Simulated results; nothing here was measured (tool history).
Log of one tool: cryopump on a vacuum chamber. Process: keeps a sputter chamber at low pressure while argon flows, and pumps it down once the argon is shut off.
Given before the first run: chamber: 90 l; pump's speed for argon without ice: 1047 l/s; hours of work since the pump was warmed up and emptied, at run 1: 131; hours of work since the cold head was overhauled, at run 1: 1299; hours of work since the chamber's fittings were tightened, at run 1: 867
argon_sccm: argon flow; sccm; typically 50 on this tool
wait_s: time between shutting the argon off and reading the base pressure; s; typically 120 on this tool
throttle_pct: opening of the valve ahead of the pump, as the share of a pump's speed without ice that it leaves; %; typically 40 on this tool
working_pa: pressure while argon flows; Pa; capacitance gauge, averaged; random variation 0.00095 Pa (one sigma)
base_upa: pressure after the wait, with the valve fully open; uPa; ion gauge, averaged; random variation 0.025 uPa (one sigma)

| run | hour | argon_sccm | wait_s | throttle_pct | hours of work since the pump was warmed up and emptied | hours of work since the cold head was overhauled | hours of work since the chamber's fittings were tightened | working_pa | base_upa |
|---|---|---|---|---|---|---|---|---|---|
| 1 | 0 | 50 | 120 | 40 | 131 | 1299 | 867 | 0.2068 | 1.41 |
| 2 | 63.7 | 50 | 120 | 40 | 175 | 1343 | 910 | 0.2079 | 1.43 |
| 3 | 112.4 | 50 | 71 | 40 | 208 | 1376 | 944 | 0.2089 | 1.98 |
| 4 | 155.6 | 50 | 71 | 40 | 238 | 1406 | 973 | 0.2093 | 1.99 |
| 5 | 193.9 | 50 | 71 | 56 | 264 | 1432 | 1000 | 0.1536 | 2.04 |
| 6 | 232 | 50 | 71 | 56 | 290 | 1458 | 1026 | 0.1524 | 2.01 |
| 7 | 268.6 | 50 | 120 | 40 | 316 | 1483 | 1051 | 0.2124 | 1.57 |
| 8 | 332.6 | 50 | 120 | 40 | 359 | 1527 | 1095 | 0.2111 | 1.57 |
| 9 | 407.7 | 50 | 120 | 38 | 411 | 1579 | 1146 | 0.2263 | 1.66 |
| 10 | 452.3 | 50 | 120 | 38 | 442 | 1609 | 1177 | 0.2251 | 1.69 |
| 11 | 530 | 50 | 120 | 38 | 495 | 1662 | 1230 | 0.2286 | 1.7 |
| 12 | 569.2 | 50 | 120 | 38 | 522 | 1689 | 1257 | 0.2291 | 1.76 |
| 13 | 650.6 | 50 | 120 | 38 | 578 | 1745 | 1313 | 0.231 | 1.81 |
| 14 | 721 | 50 | 120 | 40 | 626 | 1793 | 1361 | 0.2232 | 1.9 |
| 15 | 803.4 | 50 | 120 | 40 | 682 | 1850 | 1418 | 0.2234 | 2 |
| 16 | 881.4 | 50 | 120 | 40 | 736 | 1904 | 1471 | 0.2281 | 1.98 |
| 17 | 940.1 | 50 | 120 | 40 | 776 | 1944 | 1511 | 0.2286 | 2.07 |
| 18 | 1012.2 | 50 | 120 | 40 | 826 | 1993 | 1561 | 0.2294 | 2.17 |
| 19 | 1061.1 | 50 | 120 | 40 | 859 | 2027 | 1594 | 0.2326 | 2.15 |
| 20 | 1113.5 | 24 | 69 | 26 | 895 | 2063 | 1630 | 0.1647 | 2.72 |
| 21 | 1151.4 | 24 | 255 | 57 | 921 | 2089 | 1656 | 0.0843 | 1.86 |
| 22 | 1220.2 | 45 | 23 | 21 | 968 | 2136 | 1704 | 0.3774 | 5.06 |
| 23 | 1254 | 45 | 115 | 21 | 991 | 2159 | 1727 | 0.3803 | 2.43 |
| 24 | 1314.1 | 50 | 76 | 40 | 1033 | 2200 | 1768 | 0.2403 | 2.77 |
| 25 | 1348.7 | 30 | 161 | 40 | 1056 | 2224 | 1792 | 0.1438 | 2.23 |
| 26 | 1406.2 | 30 | 161 | 40 | 1096 | 2263 | 1831 | 0.1462 | 2.31 |
| 27 | 1451.6 | 62 | 75 | 40 | 1127 | 2295 | 1862 | 0.3029 | 3 |
|  | 1493.9 | pump warmed up, emptied and cooled again |
| 28 | 1527.2 | 26 | 75 | 40 | 23 | 2343 | 1911 | 0.1052 | 2.32 |
| 29 | 1591.8 | 26 | 75 | 40 | 67 | 2387 | 1955 | 0.1075 | 2.33 |
| 30 | 1642.4 | 23 | 75 | 40 | 102 | 2422 | 1990 | 0.0943 | 2.4 |
| 31 | 1721.7 | 21 | 60 | 40 | 156 | 2476 | 2044 | 0.0872 | 2.72 |
| 32 | 1756 | 40 | 120 | 24 | 180 | 2500 | 2068 | 0.2748 | 2.14 |
| 33 | 1835.7 | 89 | 80 | 39 | 234 | 2555 | 2122 | 0.3835 | 2.46 |

What if the next run were any one of these 5? Each begins from the tool's condition after run 33:
| A | 1909.9 | 80 | 106 | 54 | 285 | 2605 | 2173 | ? | ? |
| B | 1909.9 | 42 | 218 | 53 | 285 | 2605 | 2173 | ? | ? |
| C | 1909.9 | 50 | 77 | 40 | 285 | 2605 | 2173 | ? | ? |
| D | 1909.9 | 35 | 80 | 27 | 285 | 2605 | 2173 | ? | ? |
| E | 1909.9 | 25 | 113 | 51 | 285 | 2605 | 2173 | ? | ? |

| run | working_pa | base_upa |
|---|---|---|
| A | 0.2537 | 2.27 |
| B | 0.1353 | 1.92 |
| C | 0.2121 | 2.55 |
| D | 0.2155 | 2.61 |
| E | 0.0836 | 2.26 |
Had the tool no hidden state, the same runs would have come out as:
| run | working_pa | base_upa |
|---|---|---|
| A | 0.2393 | 1.02 |
| B | 0.1277 | 0.64 |
| C | 0.203 | 1.32 |
| D | 0.2092 | 1.32 |
| E | 0.0791 | 1 |

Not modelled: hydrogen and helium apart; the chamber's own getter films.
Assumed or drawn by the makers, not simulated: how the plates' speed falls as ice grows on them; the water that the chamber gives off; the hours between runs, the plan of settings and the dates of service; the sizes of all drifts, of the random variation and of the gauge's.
